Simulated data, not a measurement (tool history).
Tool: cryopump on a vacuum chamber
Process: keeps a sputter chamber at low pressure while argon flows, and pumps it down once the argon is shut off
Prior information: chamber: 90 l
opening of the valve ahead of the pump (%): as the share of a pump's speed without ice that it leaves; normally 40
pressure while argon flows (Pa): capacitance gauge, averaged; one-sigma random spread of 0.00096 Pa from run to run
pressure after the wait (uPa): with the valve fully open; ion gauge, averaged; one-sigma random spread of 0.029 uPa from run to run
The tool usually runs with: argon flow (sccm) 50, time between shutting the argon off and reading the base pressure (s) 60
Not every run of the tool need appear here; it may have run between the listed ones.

run	day	argon flow (sccm)	time between shutting the argon off and reading the base pressure (s)	opening of the valve ahead of the pump (%)	pressure while argon flows (Pa)	pressure after the wait (uPa)
1	0.000	50	60	40	0.2326	3.80
# day 0.904: pump warmed up, emptied and cooled again
2	0.921	50	60	40	0.2056	3.15
3	1.938	40	60	40	0.1639	3.18
4	3.550	40	60	40	0.1654	3.26
5	4.583	22	60	40	0.0915	3.28
6	5.492	22	60	40	0.0899	3.27
7	7.021	22	34	40	0.0913	4.16
8	7.788	50	139	40	0.2074	2.76
9	9.146	50	139	40	0.2084	2.86
10	10.292	50	139	40	0.2081	2.75
11	12.012	50	47	40	0.2087	3.71
12	13.354	50	47	40	0.2085	3.86
13	14.146	50	47	40	0.2097	3.86
14	15.525	50	47	40	0.2105	3.80
15	16.667	50	47	48	0.1765	4.02
16	18.338	50	47	48	0.1771	4.02
17	19.850	50	60	40	0.2127	3.78
18	21.179	50	60	40	0.2125	3.86
19	21.996	50	60	40	0.2118	3.86
20	23.346	87	55	24	0.6066	3.94
21	24.462	67	60	40	0.2868	3.82
22	25.725	50	119	56	0.1538	3.42
23	26.667	50	273	32	0.2670	3.11
24	28.108	21	273	40	0.0906	3.12
25	28.992	65	60	16	0.6806	4.12
26	30.275	68	60	21	0.5461	4.06
27	31.071	68	60	21	0.5462	4.13
28	32.571	68	60	21	0.5454	4.12
29	34.296	50	60	22	0.3851	4.09
30	35.621	67	34	25	0.4590	5.24
31	36.638	54	60	39	0.2396	4.37
32	38.404	20	34	21	0.1635	5.30
33	40.117	94	34	32	0.5079	5.28
34	41.742	94	34	32	0.5125	5.37

3 ways to go on from here, each from the tool as it stands after run 34. What would each give?
A	43.458	55	225	23	?	?
B	43.458	50	146	34	?	?
C	43.458	31	41	43	?	?

run	pressure while argon flows (Pa)	pressure after the wait (uPa)
A	0.4118	3.82
B	0.2571	3.96
C	0.1289	5.27
Stripped of hidden state, with their random variation kept, the same runs would have yielded:
run	pressure while argon flows (Pa)	pressure after the wait (uPa)
A	0.3931	0.58
B	0.2402	0.74
C	0.1185	2.00
